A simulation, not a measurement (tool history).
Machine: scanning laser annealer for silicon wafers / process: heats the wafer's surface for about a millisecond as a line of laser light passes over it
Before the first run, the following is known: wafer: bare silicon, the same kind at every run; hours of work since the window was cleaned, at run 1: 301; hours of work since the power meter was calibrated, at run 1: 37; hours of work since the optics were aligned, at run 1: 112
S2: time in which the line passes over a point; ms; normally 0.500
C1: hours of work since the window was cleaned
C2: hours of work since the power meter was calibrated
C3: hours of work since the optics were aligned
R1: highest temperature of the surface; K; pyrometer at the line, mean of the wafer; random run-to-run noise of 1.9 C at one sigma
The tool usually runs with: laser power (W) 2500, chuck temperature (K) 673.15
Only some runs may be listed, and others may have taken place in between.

run 1 hour=0.0 | laser_power_(W)=2500 S2=0.500 chuck_temperature_(K)=673.15 | C1=301 C2=37 C3=112 | R1=1377.15
run 2 hour=26.9 | laser_power_(W)=2500 S2=0.500 chuck_temperature_(K)=666.15 | C1=321 C2=56 C3=132 | R1=1366.15
run 3 hour=51.8 | laser_power_(W)=2471 S2=0.500 chuck_temperature_(K)=666.15 | C1=339 C2=75 C3=150 | R1=1354.15
run 4 hour=75.8 | laser_power_(W)=2471 S2=0.500 chuck_temperature_(K)=666.15 | C1=357 C2=92 C3=167 | R1=1350.15
-- hour=88.9 window over the wafer cleaned
run 5 hour=105.1 | laser_power_(W)=2471 S2=0.500 chuck_temperature_(K)=666.15 | C1=12 C2=112 C3=187 | R1=1387.15
run 6 hour=134.1 | laser_power_(W)=2471 S2=0.500 chuck_temperature_(K)=666.15 | C1=33 C2=133 C3=209 | R1=1384.15
run 7 hour=171.3 | laser_power_(W)=2471 S2=0.500 chuck_temperature_(K)=666.15 | C1=60 C2=161 C3=236 | R1=1381.15
run 8 hour=196.7 | laser_power_(W)=2500 S2=0.500 chuck_temperature_(K)=673.15 | C1=79 C2=179 C3=254 | R1=1399.15
run 9 hour=226.6 | laser_power_(W)=2500 S2=0.500 chuck_temperature_(K)=673.15 | C1=101 C2=201 C3=276 | R1=1394.15
run 10 hour=261.5 | laser_power_(W)=2500 S2=0.500 chuck_temperature_(K)=673.15 | C1=126 C2=227 C3=302 | R1=1391.15
run 11 hour=281.1 | laser_power_(W)=2500 S2=0.476 chuck_temperature_(K)=673.15 | C1=141 C2=241 C3=316 | R1=1369.15
run 12 hour=315.0 | laser_power_(W)=2500 S2=0.500 chuck_temperature_(K)=673.15 | C1=165 C2=266 C3=341 | R1=1388.15
run 13 hour=332.1 | laser_power_(W)=2500 S2=0.500 chuck_temperature_(K)=673.15 | C1=178 C2=278 C3=353 | R1=1381.15
run 14 hour=359.3 | laser_power_(W)=2500 S2=0.500 chuck_temperature_(K)=638.15 | C1=198 C2=298 C3=373 | R1=1344.15
run 15 hour=388.9 | laser_power_(W)=2500 S2=0.499 chuck_temperature_(K)=638.15 | C1=220 C2=320 C3=395 | R1=1341.15
run 16 hour=419.0 | laser_power_(W)=2362 S2=0.499 chuck_temperature_(K)=638.15 | C1=242 C2=342 C3=417 | R1=1294.15
run 17 hour=452.0 | laser_power_(W)=2547 S2=0.499 chuck_temperature_(K)=638.15 | C1=266 C2=366 C3=441 | R1=1352.15
run 18 hour=490.0 | laser_power_(W)=2547 S2=0.499 chuck_temperature_(K)=638.15 | C1=294 C2=394 C3=469 | R1=1347.15
run 19 hour=516.8 | laser_power_(W)=2500 S2=0.500 chuck_temperature_(K)=711.15 | C1=313 C2=414 C3=489 | R1=1397.15
run 20 hour=540.4 | laser_power_(W)=2500 S2=0.500 chuck_temperature_(K)=711.15 | C1=331 C2=431 C3=506 | R1=1401.15
run 21 hour=562.7 | laser_power_(W)=2418 S2=0.500 chuck_temperature_(K)=673.15 | C1=347 C2=447 C3=522 | R1=1334.15
run 22 hour=580.7 | laser_power_(W)=2608 S2=0.554 chuck_temperature_(K)=639.15 | C1=360 C2=460 C3=535 | R1=1402.15
-- hour=589.6 window over the wafer cleaned
run 23 hour=610.2 | laser_power_(W)=2180 S2=0.500 chuck_temperature_(K)=657.15 | C1=15 C2=481 C3=556 | R1=1272.15
run 24 hour=630.3 | laser_power_(W)=2500 S2=0.500 chuck_temperature_(K)=667.15 | C1=30 C2=495 C3=570 | R1=1389.15

Run 25, settings as shown, results not yet in. Your forecast:
run 25 hour=650.2 | laser_power_(W)=2140 S2=0.614 chuck_temperature_(K)=712.15 | C1=44 C2=510 C3=585 | R1=?

{"run 25": {"R1": 1380.15}}
Were there no unlogged condition in the tool, this run, its random variation unchanged, would have produced R1 1396.15 K.
